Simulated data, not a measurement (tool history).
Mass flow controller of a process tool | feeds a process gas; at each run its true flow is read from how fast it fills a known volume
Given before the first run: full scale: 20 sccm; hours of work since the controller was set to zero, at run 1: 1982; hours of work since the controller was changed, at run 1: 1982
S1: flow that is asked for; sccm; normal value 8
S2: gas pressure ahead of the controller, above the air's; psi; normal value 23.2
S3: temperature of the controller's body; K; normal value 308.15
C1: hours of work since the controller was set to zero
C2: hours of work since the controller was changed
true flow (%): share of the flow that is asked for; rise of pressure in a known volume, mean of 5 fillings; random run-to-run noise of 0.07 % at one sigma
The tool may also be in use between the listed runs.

{"run": 1, "hour": 0.0, "S1": 8, "S2": 23.2, "S3": 308.15, "C1": 1982, "C2": 1982, "true flow (%)": 98.63}
{"run": 2, "hour": 72.1, "S1": 8, "S2": 23.2, "S3": 308.15, "C1": 2015, "C2": 2015, "true flow (%)": 98.8}
{"run": 3, "hour": 145.2, "S1": 8, "S2": 23.2, "S3": 308.15, "C1": 2050, "C2": 2050, "true flow (%)": 98.8}
{"run": 4, "hour": 198.2, "S1": 8, "S2": 23.2, "S3": 308.15, "C1": 2074, "C2": 2074, "true flow (%)": 98.73}
{"run": 5, "hour": 313.1, "S1": 8, "S2": 23.2, "S3": 308.15, "C1": 2128, "C2": 2128, "true flow (%)": 98.92}
{"run": 6, "hour": 387.4, "S1": 8, "S2": 23.2, "S3": 308.15, "C1": 2163, "C2": 2163, "true flow (%)": 99.13}
{"run": 7, "hour": 493.3, "S1": 8, "S2": 23.2, "S3": 308.15, "C1": 2213, "C2": 2213, "true flow (%)": 99.07}
{"run": 8, "hour": 559.1, "S1": 8, "S2": 23.2, "S3": 309.15, "C1": 2243, "C2": 2243, "true flow (%)": 99.19}
{"run": 9, "hour": 623.9, "S1": 8, "S2": 23.2, "S3": 309.15, "C1": 2274, "C2": 2274, "true flow (%)": 99.1}
{"run": 10, "hour": 689.8, "S1": 8, "S2": 23.2, "S3": 309.15, "C1": 2305, "C2": 2305, "true flow (%)": 99.36}
{"run": 11, "hour": 755.9, "S1": 8, "S2": 25.2, "S3": 309.15, "C1": 2336, "C2": 2336, "true flow (%)": 99.42}
{"run": 12, "hour": 824.1, "S1": 8, "S2": 25.2, "S3": 309.15, "C1": 2367, "C2": 2367, "true flow (%)": 99.42}
{"run": 13, "hour": 919.9, "S1": 8, "S2": 25.2, "S3": 309.15, "C1": 2412, "C2": 2412, "true flow (%)": 99.54}
{"run": 14, "hour": 970.1, "S1": 8, "S2": 21.0, "S3": 304.15, "C1": 2436, "C2": 2436, "true flow (%)": 99.56}
{"run": 15, "hour": 1072.1, "S1": 3, "S2": 34.2, "S3": 294.15, "C1": 2484, "C2": 2484, "true flow (%)": 99.89}
{"run": 16, "hour": 1171.9, "S1": 9, "S2": 23.2, "S3": 308.15, "C1": 2530, "C2": 2530, "true flow (%)": 99.75}
{"run": 17, "hour": 1274.4, "S1": 9, "S2": 23.2, "S3": 308.15, "C1": 2578, "C2": 2578, "true flow (%)": 99.96}
{"run": 18, "hour": 1336.8, "S1": 7, "S2": 26.1, "S3": 307.15, "C1": 2607, "C2": 2607, "true flow (%)": 99.9}
{"run": 19, "hour": 1402.7, "S1": 3, "S2": 32.5, "S3": 297.15, "C1": 2638, "C2": 2638, "true flow (%)": 100.04}
{"run": 20, "hour": 1475.2, "S1": 12, "S2": 23.2, "S3": 308.15, "C1": 2672, "C2": 2672, "true flow (%)": 100.39}
{"run": 21, "hour": 1566.5, "S1": 12, "S2": 23.2, "S3": 308.15, "C1": 2715, "C2": 2715, "true flow (%)": 100.44}
{"run": 22, "hour": 1665.7, "S1": 5, "S2": 31.3, "S3": 309.15, "C1": 2761, "C2": 2761, "true flow (%)": 100.21}

Hidden state or all else? Some run-to-run changes of true flow (%), split into what the settings, what came in and random variation would give without the hidden state, and what is left for the hidden state (with any gauge scatter that isn't in both results):
The tool's hidden condition here consists of: flow at rest that the sensor doesn't see, % of full scale; true flow over the shown one, %; drift of the gauge itself on true_pct, %.
Run 4 -> 5: nothing adjusted, nothing logged. true flow (%) +0.19: hidden state +0.10, all else +0.09.
Run 14 -> 15: S1 8 -> 3, S2 21.0 -> 34.2, S3 304.15 -> 294.15. true flow (%) +0.33: hidden state +0.08, all else +0.25.
Run 15 -> 16: S1 3 -> 9, S2 34.2 -> 23.2, S3 294.15 -> 308.15. true flow (%) -0.14: hidden state +0.11, all else -0.25.
Run 19 -> 20: S1 3 -> 12, S2 32.5 -> 23.2, S3 297.15 -> 308.15. true flow (%) +0.35: hidden state +0.09, all else +0.26.

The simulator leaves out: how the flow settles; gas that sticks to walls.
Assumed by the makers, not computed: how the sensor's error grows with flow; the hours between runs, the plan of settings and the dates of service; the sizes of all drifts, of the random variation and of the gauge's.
